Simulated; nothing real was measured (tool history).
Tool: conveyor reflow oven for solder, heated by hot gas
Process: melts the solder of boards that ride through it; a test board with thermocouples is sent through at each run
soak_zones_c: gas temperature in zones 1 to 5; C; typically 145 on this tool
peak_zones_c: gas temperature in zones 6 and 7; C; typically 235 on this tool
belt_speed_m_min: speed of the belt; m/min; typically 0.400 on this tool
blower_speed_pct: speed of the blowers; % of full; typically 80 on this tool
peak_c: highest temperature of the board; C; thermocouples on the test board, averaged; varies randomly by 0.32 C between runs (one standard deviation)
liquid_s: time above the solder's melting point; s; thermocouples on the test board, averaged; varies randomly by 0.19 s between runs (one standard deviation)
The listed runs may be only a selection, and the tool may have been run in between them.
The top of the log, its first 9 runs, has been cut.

{"run": 10, "hour": 565.1, "soak_zones_c": 145, "peak_zones_c": 235, "belt_speed_m_min": 0.4, "blower_speed_pct": 76, "peak_c": 221.4, "liquid_s": 88.0}
{"run": 11, "hour": 635.7, "soak_zones_c": 145, "peak_zones_c": 235, "belt_speed_m_min": 0.4, "blower_speed_pct": 59, "peak_c": 217.5, "liquid_s": 82.4}
{"run": 12, "hour": 700.6, "soak_zones_c": 145, "peak_zones_c": 235, "belt_speed_m_min": 0.4, "blower_speed_pct": 80, "peak_c": 221.7, "liquid_s": 88.5}
{"run": 13, "hour": 743.0, "soak_zones_c": 139, "peak_zones_c": 235, "belt_speed_m_min": 0.4, "blower_speed_pct": 80, "peak_c": 220.7, "liquid_s": 84.4}
{"run": 14, "hour": 786.8, "soak_zones_c": 145, "peak_zones_c": 235, "belt_speed_m_min": 0.4, "blower_speed_pct": 80, "peak_c": 221.0, "liquid_s": 87.8}
{"run": 15, "hour": 871.4, "soak_zones_c": 145, "peak_zones_c": 235, "belt_speed_m_min": 0.4, "blower_speed_pct": 80, "peak_c": 221.0, "liquid_s": 88.2}
{"run": 16, "hour": 949.8, "soak_zones_c": 151, "peak_zones_c": 244, "belt_speed_m_min": 0.4, "blower_speed_pct": 77, "peak_c": 228.4, "liquid_s": 97.6}
{"hour": 974.4, "done": "thermocouples of zones 6 and 7 changed"}
{"hour": 993.5, "done": "flux residue cleaned out of gas plates and filters"}
{"run": 17, "hour": 1040.6, "soak_zones_c": 138, "peak_zones_c": 235, "belt_speed_m_min": 0.4, "blower_speed_pct": 80, "peak_c": 223.5, "liquid_s": 87.1}
{"run": 18, "hour": 1126.3, "soak_zones_c": 145, "peak_zones_c": 235, "belt_speed_m_min": 0.465, "blower_speed_pct": 80, "peak_c": 220.3, "liquid_s": 73.9}
{"run": 19, "hour": 1162.4, "soak_zones_c": 139, "peak_zones_c": 229, "belt_speed_m_min": 0.35, "blower_speed_pct": 54, "peak_c": 215.1, "liquid_s": 90.1}
{"run": 20, "hour": 1219.1, "soak_zones_c": 139, "peak_zones_c": 229, "belt_speed_m_min": 0.35, "blower_speed_pct": 54, "peak_c": 214.6, "liquid_s": 89.6}
{"run": 21, "hour": 1282.9, "soak_zones_c": 144, "peak_zones_c": 235, "belt_speed_m_min": 0.4, "blower_speed_pct": 80, "peak_c": 223.0, "liquid_s": 90.1}
{"run": 22, "hour": 1350.1, "soak_zones_c": 158, "peak_zones_c": 228, "belt_speed_m_min": 0.4, "blower_speed_pct": 80, "peak_c": 218.4, "liquid_s": 94.2}
{"run": 23, "hour": 1412.1, "soak_zones_c": 158, "peak_zones_c": 228, "belt_speed_m_min": 0.4, "blower_speed_pct": 80, "peak_c": 218.0, "liquid_s": 94.2}
{"run": 24, "hour": 1473.9, "soak_zones_c": 145, "peak_zones_c": 235, "belt_speed_m_min": 0.4, "blower_speed_pct": 53, "peak_c": 215.1, "liquid_s": 81.3}
{"run": 25, "hour": 1529.5, "soak_zones_c": 138, "peak_zones_c": 240, "belt_speed_m_min": 0.4, "blower_speed_pct": 80, "peak_c": 225.3, "liquid_s": 88.6}
{"hour": 1543.1, "done": "flux residue cleaned out of gas plates and filters"}
{"run": 26, "hour": 1572.1, "soak_zones_c": 145, "peak_zones_c": 235, "belt_speed_m_min": 0.457, "blower_speed_pct": 80, "peak_c": 220.4, "liquid_s": 76.6}
{"run": 27, "hour": 1635.5, "soak_zones_c": 145, "peak_zones_c": 235, "belt_speed_m_min": 0.457, "blower_speed_pct": 80, "peak_c": 220.0, "liquid_s": 76.2}
{"run": 28, "hour": 1694.3, "soak_zones_c": 145, "peak_zones_c": 235, "belt_speed_m_min": 0.457, "blower_speed_pct": 80, "peak_c": 220.1, "liquid_s": 76.1}
{"hour": 1721.9, "done": "belt drive overhauled, speed set with a stopwatch"}
{"run": 29, "hour": 1768.4, "soak_zones_c": 135, "peak_zones_c": 235, "belt_speed_m_min": 0.457, "blower_speed_pct": 66, "peak_c": 213.3, "liquid_s": 62.5}
{"run": 30, "hour": 1852.1, "soak_zones_c": 135, "peak_zones_c": 235, "belt_speed_m_min": 0.457, "blower_speed_pct": 66, "peak_c": 212.8, "liquid_s": 61.8}

What if the next run were any one of these 4? Each begins from the tool's condition after run 30:
{"run": "A", "hour": 1898.6, "soak_zones_c": 135, "peak_zones_c": 244, "belt_speed_m_min": 0.457, "blower_speed_pct": 84, "peak_c": "?", "liquid_s": "?"}
{"run": "B", "hour": 1898.6, "soak_zones_c": 135, "peak_zones_c": 235, "belt_speed_m_min": 0.416, "blower_speed_pct": 66, "peak_c": "?", "liquid_s": "?"}
{"run": "C", "hour": 1898.6, "soak_zones_c": 135, "peak_zones_c": 235, "belt_speed_m_min": 0.457, "blower_speed_pct": 60, "peak_c": "?", "liquid_s": "?"}
{"run": "D", "hour": 1898.6, "soak_zones_c": 152, "peak_zones_c": 248, "belt_speed_m_min": 0.4, "blower_speed_pct": 80, "peak_c": "?", "liquid_s": "?"}

run=A peak_c=224.7 liquid_s=74.1
run=B peak_c=215.2 liquid_s=72.6
run=C peak_c=210.1 liquid_s=58.5
run=D peak_c=234.0 liquid_s=100.1
Without the tool's unlogged condition, the same runs would have read:
run=A peak_c=227.5 liquid_s=76.2
run=B peak_c=217.6 liquid_s=75.3
run=C peak_c=212.5 liquid_s=61.5
run=D peak_c=236.4 liquid_s=101.1

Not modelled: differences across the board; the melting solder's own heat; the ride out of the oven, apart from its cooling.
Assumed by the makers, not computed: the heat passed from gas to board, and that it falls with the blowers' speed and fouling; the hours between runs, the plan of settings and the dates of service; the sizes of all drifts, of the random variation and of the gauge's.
